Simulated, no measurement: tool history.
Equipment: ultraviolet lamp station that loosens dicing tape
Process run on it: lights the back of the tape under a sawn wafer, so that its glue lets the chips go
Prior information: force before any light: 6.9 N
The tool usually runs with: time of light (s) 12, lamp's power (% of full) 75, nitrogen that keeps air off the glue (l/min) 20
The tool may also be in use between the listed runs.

run	hour	time of light (s)	lamp's power (% of full)	nitrogen that keeps air off the glue (l/min)	force that peels the tape off (N)	light that reached the tape (J/m2)
1	0.0	12	75	20	1.004	4290
2	69.3	12	75	20	1.023	4090
3	117.5	12	85	20	0.878	4620
4	195.5	12	66	20	1.364	3440
# hour 210.9: window cleaned of glue's vapour
5	230.1	12	66	20	1.487	3250
6	313.7	11	75	20	1.506	3200
7	364.4	9	75	14	2.339	2580
8	403.5	16	75	6	1.867	4550
9	485.6	8	75	7	3.435	2170
10	568.3	8	77	10	3.162	2170
# hour 597.9: window cleaned of glue's vapour, once more
11	616.0	8	77	10	2.444	2950

Consider 5 possible next runs. They are alternatives, not a sequence: every one starts from the tool as it was left by run 11. What does each give?
A	663.4	7	77	6	?	?
B	663.4	7	95	8	?	?
C	663.4	12	77	20	?	?
D	663.4	8	69	6	?	?
E	663.4	22	65	22	?	?

run	force that peels the tape off (N)	light that reached the tape (J/m2)
A	3.314	2560
B	2.504	3120
C	0.972	4390
D	3.248	2590
E	0.434	6670
Stripped of hidden state, with their random variation kept, the same runs would have yielded:
run	force that peels the tape off (N)	light that reached the tape (J/m2)
A	2.686	3300
B	1.888	4030
C	0.616	5670
D	2.620	3340
E	0.298	8610
